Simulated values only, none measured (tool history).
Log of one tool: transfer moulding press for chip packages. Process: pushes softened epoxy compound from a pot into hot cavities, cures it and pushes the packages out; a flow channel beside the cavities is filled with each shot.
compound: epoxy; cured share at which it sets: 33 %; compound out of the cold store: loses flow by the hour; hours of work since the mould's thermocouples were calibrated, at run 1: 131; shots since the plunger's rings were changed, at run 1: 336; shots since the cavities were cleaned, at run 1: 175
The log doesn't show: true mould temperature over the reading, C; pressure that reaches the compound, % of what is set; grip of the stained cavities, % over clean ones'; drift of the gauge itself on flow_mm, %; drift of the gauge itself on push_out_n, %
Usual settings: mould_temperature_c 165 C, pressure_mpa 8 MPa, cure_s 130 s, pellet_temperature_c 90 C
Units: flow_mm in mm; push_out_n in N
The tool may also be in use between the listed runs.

run	hour	mould_temperature_c	pressure_mpa	cure_s	pellet_temperature_c	hours of work since the mould's thermocouples were calibrated	shots since the plunger's rings were changed	shots since the cavities were cleaned	incoming compound's hours out of the cold store	flow_mm	push_out_n
1	0	165	8	130	90	131	336	175	36.1	720	679
2	11	165	8	130	90	136	420	259	43.5	698	684
3	18	165	8	146	90	140	475	314	22.9	739	645
4	27.1	165	8	130	90	145	545	384	25.8	736	766
5	34.1	165	8	130	90	148	600	439	25.5	732	772
6	43.4	165	8	130	90	153	672	511	26.6	733	789
# hour 46.1: mould's thermocouples calibrated
7	54.3	165	6.28	130	90	4	740	579	32.6	635	807
8	61.3	165	6.28	130	90	8	795	634	20.3	659	848
9	67.3	165	8	145	80	11	841	680	33.5	720	739
10	74.7	165	8	145	80	15	899	738	19.2	740	802
11	79.5	166	7.68	130	95	17	936	775	12.6	730	811
12	88.5	167	8.02	146	87	22	1006	845	18.5	742	743
13	95.7	165	9.33	133	87	25	1061	900	27	786	853
# hour 97.9: cavities cleaned with cleaning compound and waxed
14	104.6	165	9.33	133	94	29	1118	51	42.5	749	559
# hour 107.3: mould's thermocouples calibrated, once more
15	113.1	171	9.66	167	94	3	1169	102	38.2	751	504

How the hidden state differs across the entries between the runs, from the last listed run before each to the first after it:
Between runs 6 and 7: mould's thermocouples calibrated (hour 46.1)
  true mould temperature over the reading, C: 0.06 -> 0.11; pressure that reaches the compound, % of what is set: 97.98 -> 97.76; grip of the stained cavities, % over clean ones': 39.8 -> 43.7
  measured less the result without the state, flow_mm: -7 -> -7 mm; push_out_n: +224 -> +242 N
Between runs 13 and 14: cavities cleaned with cleaning compound and waxed (hour 97.9)
  pressure that reaches the compound, % of what is set: 96.84 -> 96.66; grip of the stained cavities, % over clean ones': 57.7 -> 5.7
  measured less the result without the state, flow_mm: -13 -> -14 mm; push_out_n: +312 -> +27 N
Between runs 14 and 15: mould's thermocouples calibrated, once more (hour 107.3)
  true mould temperature over the reading, C: 0.14 -> 0; pressure that reaches the compound, % of what is set: 96.66 -> 96.51; grip of the stained cavities, % over clean ones': 5.7 -> 10.9
  measured less the result without the state, flow_mm: -14 -> -13 mm; push_out_n: +27 -> +49 N
